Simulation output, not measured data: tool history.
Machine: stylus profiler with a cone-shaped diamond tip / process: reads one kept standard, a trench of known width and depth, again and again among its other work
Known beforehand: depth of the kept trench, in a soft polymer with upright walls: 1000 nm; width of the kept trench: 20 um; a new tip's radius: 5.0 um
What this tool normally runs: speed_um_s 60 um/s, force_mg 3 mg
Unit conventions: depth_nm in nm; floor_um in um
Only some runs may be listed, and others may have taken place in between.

run 1 hour=0 | speed_um_s=60 force_mg=3 | depth_nm=1007.53 floor_um=13.01
run 2 hour=30.6 | speed_um_s=60 force_mg=3 | depth_nm=1007.53 floor_um=12.95
run 3 hour=59.8 | speed_um_s=60 force_mg=3 | depth_nm=1007.98 floor_um=12.94
run 4 hour=104.9 | speed_um_s=113 force_mg=3 | depth_nm=1007.5 floor_um=12.78
run 5 hour=157.6 | speed_um_s=113 force_mg=3 | depth_nm=1007.03 floor_um=12.73
run 6 hour=197.4 | speed_um_s=144 force_mg=3 | depth_nm=1006.77 floor_um=12.54
run 7 hour=254.8 | speed_um_s=144 force_mg=3 | depth_nm=1007 floor_um=12.52
run 8 hour=317.8 | speed_um_s=60 force_mg=3 | depth_nm=1006.84 floor_um=12.78
run 9 hour=354.6 | speed_um_s=60 force_mg=3 | depth_nm=1006.37 floor_um=12.65
run 10 hour=381.2 | speed_um_s=60 force_mg=3 | depth_nm=1007.36 floor_um=12.65
run 11 hour=428.7 | speed_um_s=60 force_mg=8.6 | depth_nm=1015.66 floor_um=12.65
run 12 hour=467.9 | speed_um_s=60 force_mg=8.71 | depth_nm=1015.11 floor_um=12.6
run 13 hour=519.8 | speed_um_s=60 force_mg=8.71 | depth_nm=1015.38 floor_um=12.6
run 14 hour=575.5 | speed_um_s=53 force_mg=3 | depth_nm=1006.4 floor_um=12.46
run 15 hour=616.1 | speed_um_s=53 force_mg=3 | depth_nm=1006.41 floor_um=12.38
run 16 hour=652.8 | speed_um_s=43 force_mg=3 | depth_nm=1006.26 floor_um=12.48
run 17 hour=711.2 | speed_um_s=43 force_mg=3 | depth_nm=1005.99 floor_um=12.36
run 18 hour=763.5 | speed_um_s=60 force_mg=3 | depth_nm=1005.58 floor_um=12.32
run 19 hour=807.6 | speed_um_s=60 force_mg=3 | depth_nm=1006.33 floor_um=12.25
run 20 hour=836.7 | speed_um_s=60 force_mg=1.57 | depth_nm=1002.85 floor_um=12.1
run 21 hour=897.9 | speed_um_s=60 force_mg=3 | depth_nm=1006.33 floor_um=12.12
run 22 hour=954.8 | speed_um_s=30 force_mg=3 | depth_nm=1005.75 floor_um=12.21
run 23 hour=980.7 | speed_um_s=60 force_mg=1.45 | depth_nm=1002.68 floor_um=11.98
run 24 hour=1021.9 | speed_um_s=20 force_mg=4.59 | depth_nm=1008.3 floor_um=12.15
run 25 hour=1077 | speed_um_s=20 force_mg=4.59 | depth_nm=1008.13 floor_um=12.13
run 26 hour=1108 | speed_um_s=20 force_mg=4.59 | depth_nm=1007.82 floor_um=12.11
run 27 hour=1165.7 | speed_um_s=60 force_mg=1.24 | depth_nm=1001.43 floor_um=11.79
run 28 hour=1210.8 | speed_um_s=197 force_mg=8.21 | depth_nm=1013.15 floor_um=11.62
run 29 hour=1269.4 | speed_um_s=197 force_mg=2.89 | depth_nm=1004.64 floor_um=11.35
run 30 hour=1322.1 | speed_um_s=54 force_mg=4.17 | depth_nm=1006.83 floor_um=11.82
run 31 hour=1375.8 | speed_um_s=54 force_mg=4.17 | depth_nm=1006.71 floor_um=11.77
run 32 hour=1403.8 | speed_um_s=54 force_mg=4.17 | depth_nm=1006.94 floor_um=11.71
run 33 hour=1433.4 | speed_um_s=188 force_mg=8.05 | depth_nm=1012.57 floor_um=11.47
run 34 hour=1485.4 | speed_um_s=99 force_mg=5.38 | depth_nm=1008.66 floor_um=11.54
run 35 hour=1539.1 | speed_um_s=99 force_mg=7.19 | depth_nm=1011.49 floor_um=11.54
run 36 hour=1567.2 | speed_um_s=99 force_mg=7.19 | depth_nm=1011.5 floor_um=11.53
run 37 hour=1601.3 | speed_um_s=151 force_mg=1.63 | depth_nm=1001.44 floor_um=11.01
run 38 hour=1644.2 | speed_um_s=151 force_mg=1.63 | depth_nm=1001.61 floor_um=11
run 39 hour=1700.2 | speed_um_s=17 force_mg=3 | depth_nm=1004.6 floor_um=11.51
run 40 hour=1728.1 | speed_um_s=17 force_mg=3 | depth_nm=1004.37 floor_um=11.53
run 41 hour=1759.5 | speed_um_s=25 force_mg=4.03 | depth_nm=1005.9 floor_um=11.48

3 options for the next run, each taken on its own from the tool as it stands now. Forecast them:
run A hour=1821 | speed_um_s=26 force_mg=1.29 | depth_nm=? floor_um=?
run B hour=1821 | speed_um_s=60 force_mg=1.84 | depth_nm=? floor_um=?
run C hour=1821 | speed_um_s=93 force_mg=4.05 | depth_nm=? floor_um=?

run=A depth_nm=1000.1 floor_um=11.32
run=B depth_nm=1001.72 floor_um=11.27
run=C depth_nm=1005.94 floor_um=11.23
Stripped of hidden state, with their random variation kept, the same runs would have yielded:
run=A depth_nm=1004.55 floor_um=13.83
run=B depth_nm=1006.18 floor_um=13.78
run=C depth_nm=1010.42 floor_um=13.73
